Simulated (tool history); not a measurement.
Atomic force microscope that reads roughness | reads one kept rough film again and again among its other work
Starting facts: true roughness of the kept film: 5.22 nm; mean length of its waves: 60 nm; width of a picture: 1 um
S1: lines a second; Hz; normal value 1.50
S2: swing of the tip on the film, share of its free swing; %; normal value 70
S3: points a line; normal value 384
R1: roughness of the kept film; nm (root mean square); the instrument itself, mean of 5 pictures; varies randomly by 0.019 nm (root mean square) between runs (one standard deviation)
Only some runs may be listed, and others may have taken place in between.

{"run": 1, "hour": 0.0, "S1": 1.5, "S2": 70, "S3": 384, "R1": 4.411}
{"run": 2, "hour": 41.5, "S1": 1.5, "S2": 70, "S3": 384, "R1": 4.319}
{"run": 3, "hour": 74.7, "S1": 1.5, "S2": 70, "S3": 384, "R1": 4.247}
{"run": 4, "hour": 103.7, "S1": 1.5, "S2": 84, "S3": 384, "R1": 3.931}
{"run": 5, "hour": 138.8, "S1": 1.5, "S2": 84, "S3": 384, "R1": 3.856}
{"run": 6, "hour": 168.7, "S1": 1.5, "S2": 70, "S3": 384, "R1": 4.067}
{"run": 7, "hour": 207.3, "S1": 1.5, "S2": 70, "S3": 384, "R1": 3.996}
{"run": 8, "hour": 265.4, "S1": 1.5, "S2": 70, "S3": 384, "R1": 3.909}
{"run": 9, "hour": 305.9, "S1": 1.5, "S2": 70, "S3": 384, "R1": 4.453}
{"run": 10, "hour": 350.7, "S1": 1.5, "S2": 70, "S3": 384, "R1": 4.35}
{"run": 11, "hour": 399.3, "S1": 1.5, "S2": 70, "S3": 402, "R1": 4.238}
{"run": 12, "hour": 437.2, "S1": 0.64, "S2": 70, "S3": 459, "R1": 4.292}
{"run": 13, "hour": 468.3, "S1": 1.15, "S2": 61, "S3": 893, "R1": 4.374}
{"run": 14, "hour": 526.3, "S1": 1.15, "S2": 74, "S3": 853, "R1": 4.075}
{"run": 15, "hour": 573.0, "S1": 1.15, "S2": 74, "S3": 853, "R1": 4.032}
{"run": 16, "hour": 599.0, "S1": 1.82, "S2": 81, "S3": 384, "R1": 4.273}
{"run": 17, "hour": 634.9, "S1": 0.72, "S2": 69, "S3": 384, "R1": 4.608}
{"run": 18, "hour": 696.2, "S1": 0.72, "S2": 69, "S3": 384, "R1": 4.497}
{"run": 19, "hour": 748.6, "S1": 0.6, "S2": 55, "S3": 293, "R1": 4.46}
{"run": 20, "hour": 800.5, "S1": 1.5, "S2": 62, "S3": 954, "R1": 4.238}
{"run": 21, "hour": 863.1, "S1": 1.5, "S2": 62, "S3": 954, "R1": 4.126}
{"run": 22, "hour": 898.2, "S1": 0.64, "S2": 59, "S3": 469, "R1": 4.812}

Removed from this log: 4 entries logged between the listed runs. Between which two listed runs does each belong, and how does the tool's hidden state at the listed run before it compare with that at the listed run after it?
Between runs 8 and 9: new tip fitted (hour 269.8)
  radius of the tip, nm: 38.8 -> 13.3; height scale over the true one, %: -2.87 -> -2.94
  measured result minus the result with no hidden state, R1: -0.744 -> -0.216 nm (root mean square)
Between runs 12 and 13: height scale calibrated on a step standard (hour 461.7)
  radius of the tip, nm: 25.6 -> 28.6; height scale over the true one, %: -3.18 -> -0.05
  measured result minus the result with no hidden state, R1: -0.516 -> -0.443 nm (root mean square)
Between runs 15 and 16: new tip fitted (hour 583.6)
  radius of the tip, nm: 38 -> 12.3; height scale over the true one, %: -0.25 -> -0.3
  measured result minus the result with no hidden state, R1: -0.624 -> -0.067 nm (root mean square)
Between runs 21 and 22: new tip fitted (hour 894.7)
  radius of the tip, nm: 36.5 -> 10.8; height scale over the true one, %: -0.77 -> -0.85
  measured result minus the result with no hidden state, R1: -0.630 -> -0.061 nm (root mean square)

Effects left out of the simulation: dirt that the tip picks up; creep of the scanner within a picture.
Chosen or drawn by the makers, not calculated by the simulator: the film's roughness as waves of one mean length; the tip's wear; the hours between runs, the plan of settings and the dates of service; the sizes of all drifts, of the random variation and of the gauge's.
